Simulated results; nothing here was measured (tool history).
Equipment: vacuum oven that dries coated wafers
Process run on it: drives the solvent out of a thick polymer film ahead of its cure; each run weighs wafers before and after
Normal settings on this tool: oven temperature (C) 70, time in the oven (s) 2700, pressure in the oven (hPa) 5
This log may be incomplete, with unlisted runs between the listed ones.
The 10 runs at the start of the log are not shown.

| run | day | oven temperature (C) | time in the oven (s) | pressure in the oven (hPa) | solvent left in the film (%) |
|---|---|---|---|---|---|
| 11 | 3.588 | 70 | 2700 | 4.69 | 1.97 |
| 12 | 4.025 | 70 | 2700 | 5 | 1.96 |
| 13 | 4.483 | 70 | 2580 | 5 | 2.16 |
| 14 | 4.708 | 70 | 4200 | 5 | 0.78 |
| 15 | 5.212 | 70 | 1380 | 5 | 5.28 |
| 16 | 5.45 | 70 | 1380 | 5 | 5.19 |
| 17 | 5.754 | 70 | 2700 | 5 | 1.95 |
| 18 | 6.071 | 70 | 2700 | 5 | 2.05 |
| 19 | 6.558 | 70 | 1740 | 3.21 | 3.99 |
| 20 | 6.779 | 56 | 2460 | 5 | 6.04 |
| 21 | 7.05 | 78 | 1560 | 5 | 2.71 |
| 22 | 7.542 | 70 | 1740 | 3.5 | 3.89 |
| 23 | 7.967 | 70 | 2340 | 3.01 | 2.5 |
| 24 | 8.229 | 79 | 2280 | 5.2 | 1.25 |
| 25 | 8.538 | 58 | 1860 | 3.26 | 6.77 |

For run 26, what comes out?
| 26 | 8.767 | 74 | 2700 | 5.19 | ? |

Run 26 yielded solvent left in the film (%) 1.29.
With no hidden state in the tool, this same run would have given solvent left in the film (%) 1.3.
